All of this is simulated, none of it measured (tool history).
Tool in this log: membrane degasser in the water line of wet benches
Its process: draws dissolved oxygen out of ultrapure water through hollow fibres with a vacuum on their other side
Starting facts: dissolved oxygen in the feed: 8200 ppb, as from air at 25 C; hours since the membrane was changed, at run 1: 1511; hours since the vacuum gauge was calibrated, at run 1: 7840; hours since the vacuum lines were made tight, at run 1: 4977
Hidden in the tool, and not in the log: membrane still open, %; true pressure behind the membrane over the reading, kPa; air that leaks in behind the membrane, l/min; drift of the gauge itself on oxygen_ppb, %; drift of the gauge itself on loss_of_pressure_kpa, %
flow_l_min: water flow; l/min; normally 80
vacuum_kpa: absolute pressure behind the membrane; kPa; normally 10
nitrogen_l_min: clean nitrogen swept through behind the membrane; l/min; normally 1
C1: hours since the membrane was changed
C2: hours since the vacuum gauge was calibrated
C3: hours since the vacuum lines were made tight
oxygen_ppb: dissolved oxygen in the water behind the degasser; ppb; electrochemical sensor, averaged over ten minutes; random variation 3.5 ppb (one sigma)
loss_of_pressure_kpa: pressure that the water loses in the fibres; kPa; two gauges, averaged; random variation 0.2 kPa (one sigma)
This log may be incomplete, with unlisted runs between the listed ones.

Run 1, day 0: usual settings; C1 1511; C2 7840; C3 4977. Result: oxygen_ppb 878.3 ppb, loss_of_pressure_kpa 45.03 kPa.
Run 2, day 2.425: usual settings but flow_l_min 59 l/min; C1 1569; C2 7898; C3 5035. Result: oxygen_ppb 703.2 ppb, loss_of_pressure_kpa 32.74 kPa.
Run 3, day 5.375: usual settings; C1 1640; C2 7969; C3 5106. Result: oxygen_ppb 878.2 ppb, loss_of_pressure_kpa 45.08 kPa.
Run 4, day 8.679: usual settings; C1 1719; C2 8049; C3 5185. Result: oxygen_ppb 883.7 ppb, loss_of_pressure_kpa 44.93 kPa.
Run 5, day 11.625: usual settings but nitrogen_l_min 1.37 l/min; C1 1790; C2 8119; C3 5256. Result: oxygen_ppb 719.3 ppb, loss_of_pressure_kpa 44.75 kPa.
Run 6, day 13.862: usual settings but nitrogen_l_min 1.37 l/min; C1 1844; C2 8173; C3 5310. Result: oxygen_ppb 724.7 ppb, loss_of_pressure_kpa 45.08 kPa.
Run 7, day 16.704: usual settings but nitrogen_l_min 1.37 l/min; C1 1912; C2 8241; C3 5378. Result: oxygen_ppb 728.5 ppb, loss_of_pressure_kpa 44.67 kPa.
Run 8, day 20.2: usual settings; C1 1996; C2 8325; C3 5462. Result: oxygen_ppb 879.4 ppb, loss_of_pressure_kpa 44.53 kPa.
At day 23.088: vacuum gauge calibrated.
Run 9, day 23.908: usual settings; C1 2084; C2 20; C3 5550. Result: oxygen_ppb 887.1 ppb, loss_of_pressure_kpa 44.75 kPa.
Run 10, day 25.8: usual settings but nitrogen_l_min 0.5 l/min; C1 2130; C2 65; C3 5596. Result: oxygen_ppb 1278.6 ppb, loss_of_pressure_kpa 44.84 kPa.
Run 11, day 28.296: usual settings but nitrogen_l_min 0.5 l/min; C1 2190; C2 125; C3 5655. Result: oxygen_ppb 1276.7 ppb, loss_of_pressure_kpa 45.05 kPa.
Run 12, day 31.692: usual settings but nitrogen_l_min 0.5 l/min; C1 2271; C2 206; C3 5737. Result: oxygen_ppb 1288.1 ppb, loss_of_pressure_kpa 44.77 kPa.
Run 13, day 33.638: usual settings but nitrogen_l_min 0.5 l/min; C1 2318; C2 253; C3 5784. Result: oxygen_ppb 1288.5 ppb, loss_of_pressure_kpa 44.84 kPa.
Run 14, day 36.742: usual settings but nitrogen_l_min 0.5 l/min; C1 2392; C2 328; C3 5858. Result: oxygen_ppb 1272.6 ppb, loss_of_pressure_kpa 44.87 kPa.
Run 15, day 38.825: usual settings but flow_l_min 51 l/min, vacuum_kpa 9.1 kPa, nitrogen_l_min 0.84 l/min; C1 2442; C2 378; C3 5908. Result: oxygen_ppb 625 ppb, loss_of_pressure_kpa 28.54 kPa.
Run 16, day 42.5: usual settings but flow_l_min 51 l/min, vacuum_kpa 9.1 kPa, nitrogen_l_min 2.57 l/min; C1 2530; C2 466; C3 5996. Result: oxygen_ppb 261 ppb, loss_of_pressure_kpa 28.81 kPa.
Run 17, day 44.412: usual settings but flow_l_min 51 l/min, vacuum_kpa 9.1 kPa, nitrogen_l_min 2.57 l/min; C1 2576; C2 512; C3 6042. Result: oxygen_ppb 259.8 ppb, loss_of_pressure_kpa 28.6 kPa.
Run 18, day 47.954: usual settings but flow_l_min 121 l/min, vacuum_kpa 7.1 kPa; C1 2661; C2 597; C3 6127. Result: oxygen_ppb 783.1 ppb, loss_of_pressure_kpa 67.86 kPa.
Run 19, day 51.429: usual settings but flow_l_min 121 l/min, vacuum_kpa 7.1 kPa; C1 2745; C2 680; C3 6211. Result: oxygen_ppb 782.8 ppb, loss_of_pressure_kpa 68.26 kPa.
Run 20, day 54.321: usual settings but flow_l_min 59 l/min, vacuum_kpa 11.3 kPa, nitrogen_l_min 0.95 l/min; C1 2814; C2 750; C3 6280. Result: oxygen_ppb 852.7 ppb, loss_of_pressure_kpa 33.08 kPa.
Run 21, day 56.121: usual settings but flow_l_min 55 l/min, vacuum_kpa 6.4 kPa, nitrogen_l_min 0.56 l/min; C1 2857; C2 793; C3 6323. Result: oxygen_ppb 477.2 ppb, loss_of_pressure_kpa 31.07 kPa.
Run 22, day 58.554: usual settings but flow_l_min 77 l/min, vacuum_kpa 6.4 kPa, nitrogen_l_min 0.56 l/min; C1 2916; C2 851; C3 6382. Result: oxygen_ppb 599.5 ppb, loss_of_pressure_kpa 43.13 kPa.
Run 23, day 60.233: usual settings but flow_l_min 106 l/min, vacuum_kpa 24.9 kPa, nitrogen_l_min 2.1 l/min; C1 2956; C2 891; C3 6422. Result: oxygen_ppb 1798.1 ppb, loss_of_pressure_kpa 59.32 kPa.
Run 24, day 62.288: usual settings but flow_l_min 106 l/min, vacuum_kpa 6.8 kPa, nitrogen_l_min 1.78 l/min; C1 3005; C2 941; C3 6471. Result: oxygen_ppb 482.5 ppb, loss_of_pressure_kpa 59.44 kPa.
Run 25, day 64.221: usual settings but flow_l_min 106 l/min, vacuum_kpa 6.8 kPa, nitrogen_l_min 1.78 l/min; C1 3052; C2 987; C3 6518. Result: oxygen_ppb 479.9 ppb, loss_of_pressure_kpa 59.31 kPa.
Run 26, day 66.112: usual settings but flow_l_min 81 l/min, vacuum_kpa 24.3 kPa, nitrogen_l_min 0.57 l/min; C1 3097; C2 1033; C3 6563. Result: oxygen_ppb 3062 ppb, loss_of_pressure_kpa 45.65 kPa.
Run 27, day 67.75: usual settings but flow_l_min 81 l/min, vacuum_kpa 24.3 kPa, nitrogen_l_min 0.57 l/min; C1 3136; C2 1072; C3 6602. Result: oxygen_ppb 3060.8 ppb, loss_of_pressure_kpa 45.6 kPa.
Run 28, day 71.317: usual settings but flow_l_min 102 l/min, vacuum_kpa 13.7 kPa, nitrogen_l_min 1.29 l/min; C1 3222; C2 1157; C3 6688. Result: oxygen_ppb 1322.2 ppb, loss_of_pressure_kpa 57.31 kPa.

Alternative continuations, all from the tool just after run 28; predict every row:
Run A, day 75.021: usual settings but flow_l_min 65 l/min, vacuum_kpa 20.4 kPa, nitrogen_l_min 0.61 l/min; C1 3311; C2 1246; C3 6777. Result: oxygen_ppb ?, loss_of_pressure_kpa ?.
Run B, day 75.021: usual settings but flow_l_min 102 l/min, vacuum_kpa 23.1 kPa, nitrogen_l_min 1.29 l/min; C1 3311; C2 1246; C3 6777. Result: oxygen_ppb ?, loss_of_pressure_kpa ?.
Run C, day 75.021: usual settings but flow_l_min 90 l/min, vacuum_kpa 6.5 kPa; C1 3311; C2 1246; C3 6777. Result: oxygen_ppb ?, loss_of_pressure_kpa ?.
Run D, day 75.021: usual settings but flow_l_min 91 l/min, vacuum_kpa 13.7 kPa, nitrogen_l_min 0.43 l/min; C1 3311; C2 1246; C3 6777. Result: oxygen_ppb ?, loss_of_pressure_kpa ?.
Run E, day 75.021: usual settings but flow_l_min 102 l/min, vacuum_kpa 19.9 kPa, nitrogen_l_min 0.95 l/min; C1 3311; C2 1246; C3 6777. Result: oxygen_ppb ?, loss_of_pressure_kpa ?.

run  oxygen_ppb  loss_of_pressure_kpa
  A      2247.3                 36.72
  B      2170.4                 56.99
  C       517.9                  50.5
  D        2118                 51.16
  E        2250                  57.2
Without the tool's unlogged condition, the same runs would have read:
run  oxygen_ppb  loss_of_pressure_kpa
  A      2247.4                 36.71
  B      2170.4                 56.97
  C       517.8                 50.49
  D      2118.2                 51.15
  E        2250                 57.18
